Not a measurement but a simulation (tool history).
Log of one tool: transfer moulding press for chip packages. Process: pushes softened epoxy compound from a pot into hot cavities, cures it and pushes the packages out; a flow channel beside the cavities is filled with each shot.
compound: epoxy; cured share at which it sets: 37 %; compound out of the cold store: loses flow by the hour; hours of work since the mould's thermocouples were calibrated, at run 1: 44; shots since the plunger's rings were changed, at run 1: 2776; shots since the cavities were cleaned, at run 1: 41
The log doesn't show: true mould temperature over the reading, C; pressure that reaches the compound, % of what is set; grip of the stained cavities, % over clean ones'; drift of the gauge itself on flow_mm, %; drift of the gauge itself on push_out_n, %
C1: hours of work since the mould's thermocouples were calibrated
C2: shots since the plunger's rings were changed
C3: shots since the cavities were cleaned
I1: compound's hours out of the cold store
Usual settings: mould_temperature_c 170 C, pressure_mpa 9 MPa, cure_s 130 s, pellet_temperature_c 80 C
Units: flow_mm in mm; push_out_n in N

{"run": 1, "hour": 0.0, "mould_temperature_c": 170, "pressure_mpa": 9, "cure_s": 130, "pellet_temperature_c": 80, "C1": 44, "C2": 2776, "C3": 41, "I1": 38.2, "flow_mm": 605, "push_out_n": 532}
{"run": 2, "hour": 9.0, "mould_temperature_c": 170, "pressure_mpa": 9, "cure_s": 130, "pellet_temperature_c": 80, "C1": 50, "C2": 2856, "C3": 121, "I1": 18.2, "flow_mm": 643, "push_out_n": 652}
{"run": 3, "hour": 17.8, "mould_temperature_c": 170, "pressure_mpa": 9, "cure_s": 130, "pellet_temperature_c": 80, "C1": 56, "C2": 2935, "C3": 200, "I1": 31.7, "flow_mm": 628, "push_out_n": 707}
{"run": 4, "hour": 24.3, "mould_temperature_c": 170, "pressure_mpa": 9, "cure_s": 156, "pellet_temperature_c": 80, "C1": 60, "C2": 2993, "C3": 258, "I1": 22.8, "flow_mm": 637, "push_out_n": 693}
{"run": 5, "hour": 31.7, "mould_temperature_c": 164, "pressure_mpa": 9, "cure_s": 130, "pellet_temperature_c": 80, "C1": 64, "C2": 3059, "C3": 324, "I1": 29.2, "flow_mm": 626, "push_out_n": 1040}
{"run": 6, "hour": 40.7, "mould_temperature_c": 170, "pressure_mpa": 9, "cure_s": 130, "pellet_temperature_c": 80, "C1": 70, "C2": 3139, "C3": 404, "I1": 33.9, "flow_mm": 614, "push_out_n": 866}
{"hour": 47.7, "done": "cavities cleaned with cleaning compound and waxed"}
{"run": 7, "hour": 47.7, "mould_temperature_c": 170, "pressure_mpa": 9, "cure_s": 130, "pellet_temperature_c": 80, "C1": 74, "C2": 3189, "C3": 0, "I1": 14.1, "flow_mm": 642, "push_out_n": 1075}
{"run": 8, "hour": 52.7, "mould_temperature_c": 170, "pressure_mpa": 9, "cure_s": 130, "pellet_temperature_c": 80, "C1": 77, "C2": 3233, "C3": 44, "I1": 46.7, "flow_mm": 593, "push_out_n": 1073}
{"run": 9, "hour": 61.3, "mould_temperature_c": 170, "pressure_mpa": 9, "cure_s": 160, "pellet_temperature_c": 80, "C1": 82, "C2": 3310, "C3": 121, "I1": 10.1, "flow_mm": 662, "push_out_n": 1004}
{"run": 10, "hour": 68.9, "mould_temperature_c": 170, "pressure_mpa": 9, "cure_s": 130, "pellet_temperature_c": 80, "C1": 87, "C2": 3378, "C3": 189, "I1": 45.1, "flow_mm": 576, "push_out_n": 1085}
{"run": 11, "hour": 72.6, "mould_temperature_c": 170, "pressure_mpa": 9, "cure_s": 130, "pellet_temperature_c": 80, "C1": 90, "C2": 3411, "C3": 222, "I1": 35.2, "flow_mm": 607, "push_out_n": 1106}
{"hour": 81.8, "done": "cavities cleaned with cleaning compound and waxed, once more"}
{"run": 12, "hour": 82.7, "mould_temperature_c": 170, "pressure_mpa": 7.01, "cure_s": 130, "pellet_temperature_c": 80, "C1": 95, "C2": 3488, "C3": 9, "I1": 12.6, "flow_mm": 578, "push_out_n": 507}
{"run": 13, "hour": 90.5, "mould_temperature_c": 175, "pressure_mpa": 6.85, "cure_s": 119, "pellet_temperature_c": 71, "C1": 100, "C2": 3557, "C3": 78, "I1": 29.4, "flow_mm": 535, "push_out_n": 558}
{"run": 14, "hour": 98.7, "mould_temperature_c": 175, "pressure_mpa": 6.85, "cure_s": 119, "pellet_temperature_c": 71, "C1": 105, "C2": 3631, "C3": 152, "I1": 42.1, "flow_mm": 513, "push_out_n": 648}
{"run": 15, "hour": 104.5, "mould_temperature_c": 163, "pressure_mpa": 7.87, "cure_s": 124, "pellet_temperature_c": 79, "C1": 109, "C2": 3682, "C3": 203, "I1": 19.3, "flow_mm": 609, "push_out_n": 1132}
{"run": 16, "hour": 113.4, "mould_temperature_c": 169, "pressure_mpa": 9.4, "cure_s": 122, "pellet_temperature_c": 71, "C1": 115, "C2": 3761, "C3": 282, "I1": 36.6, "flow_mm": 624, "push_out_n": 872}
{"run": 17, "hour": 117.4, "mould_temperature_c": 169, "pressure_mpa": 9.4, "cure_s": 122, "pellet_temperature_c": 71, "C1": 117, "C2": 3798, "C3": 319, "I1": 23, "flow_mm": 641, "push_out_n": 914}
{"run": 18, "hour": 122.1, "mould_temperature_c": 170, "pressure_mpa": 7.92, "cure_s": 115, "pellet_temperature_c": 80, "C1": 120, "C2": 3839, "C3": 360, "I1": 28.5, "flow_mm": 581, "push_out_n": 937}
{"run": 19, "hour": 126.0, "mould_temperature_c": 167, "pressure_mpa": 7.47, "cure_s": 130, "pellet_temperature_c": 80, "C1": 123, "C2": 3874, "C3": 395, "I1": 30.1, "flow_mm": 565, "push_out_n": 938}
{"run": 20, "hour": 129.9, "mould_temperature_c": 176, "pressure_mpa": 9, "cure_s": 130, "pellet_temperature_c": 80, "C1": 125, "C2": 3909, "C3": 430, "I1": 42.3, "flow_mm": 587, "push_out_n": 809}
{"hour": 134.3, "done": "cavities cleaned with cleaning compound and waxed"}
{"run": 21, "hour": 139.3, "mould_temperature_c": 170, "pressure_mpa": 8.84, "cure_s": 130, "pellet_temperature_c": 80, "C1": 130, "C2": 3979, "C3": 44, "I1": 17.5, "flow_mm": 631, "push_out_n": 541}

Hidden state or all else? Some run-to-run changes of flow_mm, split into what the settings, what came in and random variation would give without the hidden state, and what is left for the hidden state (with any gauge scatter that isn't in both results):
Run 1 -> 2: no setting changed, nothing entered. flow_mm +38 mm: hidden state -3, all else +41.
Run 9 -> 10: cure_s 160 -> 130. flow_mm -86 mm: hidden state +2, all else -88.
Run 14 -> 15: mould_temperature_c 175 -> 163, pressure_mpa 6.85 -> 7.87, cure_s 119 -> 124, pellet_temperature_c 71 -> 79. flow_mm +96 mm: hidden state -4, all else +100.
